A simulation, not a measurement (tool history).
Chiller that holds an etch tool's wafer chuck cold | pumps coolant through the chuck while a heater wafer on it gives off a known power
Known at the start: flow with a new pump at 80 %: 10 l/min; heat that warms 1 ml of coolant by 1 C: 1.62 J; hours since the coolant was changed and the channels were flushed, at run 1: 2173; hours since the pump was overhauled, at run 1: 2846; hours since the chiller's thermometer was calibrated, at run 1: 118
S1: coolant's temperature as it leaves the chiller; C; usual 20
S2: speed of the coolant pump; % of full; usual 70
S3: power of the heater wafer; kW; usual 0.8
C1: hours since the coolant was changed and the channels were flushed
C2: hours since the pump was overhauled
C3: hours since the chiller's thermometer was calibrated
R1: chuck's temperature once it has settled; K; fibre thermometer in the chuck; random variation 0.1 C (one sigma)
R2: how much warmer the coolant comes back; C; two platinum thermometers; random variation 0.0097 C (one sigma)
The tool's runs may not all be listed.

run,day,S1,S2,S3,C1,C2,C3,R1,R2
1,0,20,70,0.8,2173,2846,118,302.95,3.505
2,2.15,20,70,0.8,2225,2898,169,303.05,3.487
3,4.975,20,70,0.8,2293,2966,237,303.05,3.505
4,6.858,20,70,0.8,2338,3011,282,303.05,3.492
5,11.025,20,70,0.8,2438,3111,382,303.15,3.514
6,13.771,20,70,0.8,2504,3177,448,303.15,3.5
7,15.925,20,70,0.8,2555,3228,500,303.15,3.497
8,17.904,20,70,0.8,2603,3276,547,303.25,3.511
9,20.604,20,70,0.8,2668,3341,612,303.15,3.523
10,22.879,20,70,0.8,2722,3395,667,303.25,3.513
11,26.188,20,70,0.8,2802,3475,746,303.15,3.492
12,27.929,20,70,1.009,2843,3517,788,305.75,4.418
13,31.242,20,70,1.037,2923,3596,867,306.15,4.57
14,34.017,20,70,1.037,2990,3663,934,306.35,4.536
15,36.788,20,70,1.037,3056,3729,1000,306.35,4.555
16,39.704,20,70,1.037,3126,3799,1070,306.35,4.551
17,41.917,20,70,1.037,3179,3852,1124,306.25,4.563
18,45.121,20,70,0.882,3256,3929,1200,304.35,3.883
19,49.179,20,98,1.131,3353,4026,1298,303.45,3.404
20,53.258,13,86,1.13,3451,4124,1396,298.05,3.936
21,55.088,26,70,0.892,3495,4168,1440,310.85,3.939
22,58.029,11,68,0.897,3566,4239,1510,296.25,4.111

Forecast run 23:
23,59.908,19,68,0.897,3611,4284,1555,?,?

{"run 23": {"R1": 304.15, "R2": 4.099}}
Without the tool's hidden state the same run would have given R1 302.85 K, R2 3.999 C.

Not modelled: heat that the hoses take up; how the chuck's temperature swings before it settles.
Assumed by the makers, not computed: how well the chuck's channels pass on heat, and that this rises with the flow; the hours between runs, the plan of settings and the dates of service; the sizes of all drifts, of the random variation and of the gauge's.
